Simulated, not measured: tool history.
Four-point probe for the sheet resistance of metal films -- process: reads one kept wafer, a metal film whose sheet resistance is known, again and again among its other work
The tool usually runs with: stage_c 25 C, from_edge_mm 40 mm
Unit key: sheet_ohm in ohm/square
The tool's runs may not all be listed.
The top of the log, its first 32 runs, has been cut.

Run 33, hour 418.4: usual settings but stage_c 22 C. Result: sheet_ohm 0.072415 ohm/square.
Run 34, hour 429.1: usual settings but stage_c 19 C. Result: sheet_ohm 0.072551 ohm/square.
Run 35, hour 444.7: usual settings but stage_c 23 C, from_edge_mm 5 mm. Result: sheet_ohm 0.072998 ohm/square.
Run 36, hour 457.4: usual settings but from_edge_mm 23 mm. Result: sheet_ohm 0.072333 ohm/square.
Run 37, hour 469.8: usual settings but from_edge_mm 20 mm. Result: sheet_ohm 0.072366 ohm/square.
Run 38, hour 480.1: usual settings but stage_c 30 C, from_edge_mm 20 mm. Result: sheet_ohm 0.07215 ohm/square.
Run 39, hour 487.6: usual settings but stage_c 30 C, from_edge_mm 20 mm. Result: sheet_ohm 0.072176 ohm/square.
Run 40, hour 503.2: usual settings but stage_c 20 C, from_edge_mm 59 mm. Result: sheet_ohm 0.072487 ohm/square.
Run 41, hour 520.2: usual settings but stage_c 20 C, from_edge_mm 59 mm. Result: sheet_ohm 0.072529 ohm/square.
Run 42, hour 531.8: usual settings but stage_c 22 C, from_edge_mm 8 mm. Result: sheet_ohm 0.072694 ohm/square.
Run 43, hour 543.7: usual settings but stage_c 21 C, from_edge_mm 8 mm. Result: sheet_ohm 0.072718 ohm/square.
Run 44, hour 558.4: usual settings but stage_c 28 C, from_edge_mm 8 mm. Result: sheet_ohm 0.072466 ohm/square.
Run 45, hour 572.1: usual settings but stage_c 27 C, from_edge_mm 39 mm. Result: sheet_ohm 0.072246 ohm/square.

Alternative continuations, all from the tool just after run 45; predict every row:
Run A, hour 590.2: usual settings but stage_c 22 C. Result: sheet_ohm ?.
Run B, hour 590.2: usual settings but stage_c 30 C, from_edge_mm 21 mm. Result: sheet_ohm ?.
Run C, hour 590.2: usual settings but stage_c 27 C, from_edge_mm 6 mm. Result: sheet_ohm ?.

run  sheet_ohm
  A   0.072461
  B    0.07218
  C   0.072673
Without the tool's unlogged condition, the same runs would have read:
run  sheet_ohm
  A   0.072158
  B   0.071878
  C   0.072369
